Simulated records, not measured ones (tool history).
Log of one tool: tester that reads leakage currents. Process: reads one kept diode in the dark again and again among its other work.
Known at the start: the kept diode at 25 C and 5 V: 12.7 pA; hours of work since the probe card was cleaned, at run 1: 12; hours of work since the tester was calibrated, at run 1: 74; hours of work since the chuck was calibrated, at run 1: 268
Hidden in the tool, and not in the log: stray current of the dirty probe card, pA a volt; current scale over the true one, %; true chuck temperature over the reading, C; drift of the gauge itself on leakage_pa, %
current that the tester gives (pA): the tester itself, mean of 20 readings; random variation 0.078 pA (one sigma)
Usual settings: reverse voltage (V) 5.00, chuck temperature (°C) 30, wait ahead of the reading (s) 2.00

run	hour	reverse voltage (V)	chuck temperature (°C)	wait ahead of the reading (s)	hours of work since the probe card was cleaned	hours of work since the tester was calibrated	hours of work since the chuck was calibrated	current that the tester gives (pA)
1	0.0	5.00	30	2.00	12	74	268	21.39
2	16.3	5.00	30	2.00	22	84	277	21.39
3	38.6	5.00	30	2.00	35	97	291	21.38
4	64.7	2.96	30	2.00	50	113	306	15.96
5	83.1	2.96	30	2.00	61	124	317	16.06
6	109.9	2.56	30	2.00	77	139	333	14.91
7	138.0	2.56	30	2.00	94	156	350	14.99
8	163.4	2.56	30	2.00	109	171	365	15.08
9	187.5	8.61	30	2.00	123	186	379	30.74
10	201.6	8.61	30	2.00	132	194	387	30.88
11	214.6	5.00	43	2.00	139	202	395	61.71
12	230.5	5.00	20	2.00	149	211	405	10.47
13	256.5	5.00	35	2.00	164	227	420	33.46
14	270.9	5.00	35	2.00	173	235	429	33.78
15	293.1	5.00	35	2.00	186	248	442	33.83
16	322.2	5.00	30	2.00	203	266	459	23.33
17	351.5	5.00	30	2.00	221	283	476	23.36
18	369.6	5.00	30	2.00	232	294	487	23.63
19	396.1	5.00	44	2.00	247	310	503	67.99
20	416.0	5.00	38	2.00	259	321	515	43.29
21	429.3	1.16	49	3.11	267	329	523	43.68
22	448.1	1.81	24	1.02	278	340	534	8.37
23	473.8	1.81	24	1.02	293	356	549	8.50
24	495.6	1.81	24	1.02	306	369	562	8.63
# hour 501.1: probe card cleaned and baked
25	527.3	1.63	35	3.46	16	386	579	18.87
26	554.5	8.42	30	2.00	32	402	595	36.23
27	571.5	9.69	22	1.23	42	412	605	25.08
28	598.7	9.69	22	1.23	58	428	622	25.25
29	612.0	9.69	22	1.23	66	436	629	25.29
30	636.4	1.20	31	3.22	80	451	644	11.96
31	653.7	1.10	28	1.29	91	461	654	9.13
# hour 667.7: probe card cleaned and baked, once more
32	678.2	1.10	28	1.29	6	474	667	8.11
33	700.4	2.66	36	0.54	19	487	680	26.18
34	721.2	2.66	36	0.54	32	499	693	26.42

Forecast run 35:
35	746.3	5.00	21	0.90	47	514	707	?

{"run 35": {"current that the tester gives (pA)": 11.53}}
Without the tool's hidden state the same run would have given current that the tester gives (pA) 10.08.

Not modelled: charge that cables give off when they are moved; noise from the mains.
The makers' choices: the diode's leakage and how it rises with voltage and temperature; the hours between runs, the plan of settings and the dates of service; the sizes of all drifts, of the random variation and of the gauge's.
